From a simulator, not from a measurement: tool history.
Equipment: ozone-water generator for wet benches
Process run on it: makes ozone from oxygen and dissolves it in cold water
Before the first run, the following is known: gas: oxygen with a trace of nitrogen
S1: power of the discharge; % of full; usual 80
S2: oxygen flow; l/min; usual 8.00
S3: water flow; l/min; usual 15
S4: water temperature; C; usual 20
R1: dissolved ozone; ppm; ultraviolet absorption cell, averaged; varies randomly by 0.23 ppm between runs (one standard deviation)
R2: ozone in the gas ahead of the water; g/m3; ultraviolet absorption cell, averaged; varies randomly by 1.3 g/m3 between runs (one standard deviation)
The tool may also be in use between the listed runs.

run 1 hour=0.0 | S1=80 S2=8.00 S3=15 S4=20 | R1=32.5 R2=220.2
run 2 hour=73.0 | S1=80 S2=8.00 S3=15 S4=20 | R1=31.9 R2=219.0
run 3 hour=179.6 | S1=80 S2=8.00 S3=10 S4=20 | R1=40.8 R2=219.7
run 4 hour=252.8 | S1=57 S2=8.00 S3=15 S4=20 | R1=25.0 R2=170.7
run 5 hour=367.8 | S1=57 S2=8.00 S3=15 S4=20 | R1=24.6 R2=169.0
run 6 hour=471.6 | S1=57 S2=8.00 S3=15 S4=20 | R1=24.9 R2=167.8
run 7 hour=546.1 | S1=72 S2=8.00 S3=15 S4=20 | R1=29.2 R2=201.0
run 8 hour=674.0 | S1=72 S2=8.00 S3=15 S4=20 | R1=29.1 R2=200.6
run 9 hour=775.2 | S1=72 S2=8.00 S3=15 S4=20 | R1=29.1 R2=199.1
-- hour=877.7 water thermometer calibrated
run 10 hour=912.0 | S1=80 S2=8.00 S3=20 S4=20 | R1=25.6 R2=218.8
run 11 hour=1014.6 | S1=80 S2=6.21 S3=20 S4=20 | R1=26.2 R2=253.1
run 12 hour=1092.5 | S1=80 S2=9.95 S3=11 S4=20 | R1=35.6 R2=188.1
run 13 hour=1215.8 | S1=80 S2=8.38 S3=18 S4=20 | R1=27.1 R2=211.1
run 14 hour=1347.4 | S1=80 S2=8.38 S3=18 S4=20 | R1=27.1 R2=207.1
run 15 hour=1415.1 | S1=80 S2=8.38 S3=18 S4=20 | R1=27.2 R2=208.5
run 16 hour=1495.0 | S1=81 S2=8.38 S3=18 S4=13 | R1=31.2 R2=210.4
run 17 hour=1579.4 | S1=83 S2=7.84 S3=15 S4=14 | R1=36.4 R2=225.0
run 18 hour=1711.3 | S1=83 S2=7.84 S3=15 S4=14 | R1=36.7 R2=223.4
run 19 hour=1835.5 | S1=80 S2=8.00 S3=15 S4=18 | R1=32.5 R2=213.2
run 20 hour=1962.5 | S1=80 S2=8.00 S3=15 S4=18 | R1=32.5 R2=214.1

Predict each of these 4 candidate next runs independently; none follows another, all start after run 20:
run A hour=2088.1 | S1=87 S2=8.00 S3=15 S4=12 | R1=? R2=?
run B hour=2088.1 | S1=80 S2=8.00 S3=17 S4=20 | R1=? R2=?
run C hour=2088.1 | S1=80 S2=8.00 S3=20 S4=18 | R1=? R2=?
run D hour=2088.1 | S1=80 S2=8.00 S3=15 S4=28 | R1=? R2=?

run=A R1=38.9 R2=222.7
run=B R1=27.9 R2=212.2
run=C R1=25.7 R2=214.1
run=D R1=26.1 R2=213.6
Take away the tool's hidden state, keep each run's random variation, and the runs would have read:
run=A R1=43.6 R2=241.2
run=B R1=31.2 R2=228.7
run=C R1=28.9 R2=230.7
run=D R1=29.1 R2=230.3

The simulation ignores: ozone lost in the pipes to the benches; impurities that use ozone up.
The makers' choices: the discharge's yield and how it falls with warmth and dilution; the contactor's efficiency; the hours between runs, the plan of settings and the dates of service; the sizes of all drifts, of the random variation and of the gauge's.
